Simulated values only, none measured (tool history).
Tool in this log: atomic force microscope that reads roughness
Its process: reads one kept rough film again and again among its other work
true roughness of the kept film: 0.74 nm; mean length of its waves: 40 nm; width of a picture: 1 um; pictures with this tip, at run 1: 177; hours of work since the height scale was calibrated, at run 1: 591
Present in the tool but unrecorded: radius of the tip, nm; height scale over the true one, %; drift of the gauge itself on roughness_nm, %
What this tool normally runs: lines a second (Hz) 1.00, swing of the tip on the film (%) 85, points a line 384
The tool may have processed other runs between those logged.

run   hour  lines a second (Hz)  swing of the tip on the film (%)  points a line  pictures with this tip  hours of work since the height scale was calibrated  roughness of the kept film (nm (root mean square))
  1    0.0                 1.00                                85            384                     177                                                  591                                              0.6375
  2   16.1                 1.00                                85            846                     200                                                  603                                              0.6366
  3   27.1                 1.00                                85            384                     215                                                  611                                              0.6360
  4   45.9                 1.00                                85            417                     242                                                  625                                              0.6333
  5   56.2                 1.00                                85            417                     257                                                  633                                              0.6316
  6   71.9                 1.00                                85            417                     279                                                  645                                              0.6313
  7   89.2                 1.00                                85            417                     304                                                  658                                              0.6303
      97.9  -- new tip fitted
  8   99.2                 1.00                                85            384                       2                                                  665                                              0.6426
  9  110.4                 1.00                                85            307                      18                                                  673                                              0.6405
 10  126.5                 1.00                                85            269                      41                                                  685                                              0.6390
 11  139.1                 1.00                                85            269                      59                                                  694                                              0.6376
 12  160.0                 1.00                                85            269                      89                                                  710                                              0.6368
 13  175.5                 1.00                                85            384                     111                                                  721                                              0.6369
 14  190.6                 1.00                                85            384                     132                                                  733                                              0.6370
 15  210.1                 1.45                                57            743                     160                                                  747                                              0.6958
 16  225.1                 1.45                                57            743                     182                                                  758                                              0.6947
 17  240.5                 1.45                                57            743                     204                                                  770                                              0.6943
 18  259.9                 1.45                                57            743                     232                                                  784                                              0.6930
 19  268.5                 1.45                                57            743                     244                                                  791                                              0.6907
 20  282.7                 1.45                                57            743                     264                                                  801                                              0.6909
 21  293.1                 2.84                                57            743                     279                                                  809                                              0.6665
 22  309.4                 2.84                                57            743                     302                                                  821                                              0.6664
     320.0  -- new tip fitted
 23  320.7                 3.43                                70            447                       1                                                  829                                              0.6023
 24  341.4                 0.59                                66            278                      30                                                  845                                              0.7028
 25  356.7                 1.07                                61            384                      52                                                  856                                              0.6993

Estimate the outcome of run 26 from the log above:
 26  375.1                 1.07                                61            384                      78                                                  870                                                   ?

roughness of the kept film (nm (root mean square)): 0.6971
With the hidden condition absent and the run-to-run variation left alone, this run would have shown roughness of the kept film (nm (root mean square)) 0.7033.
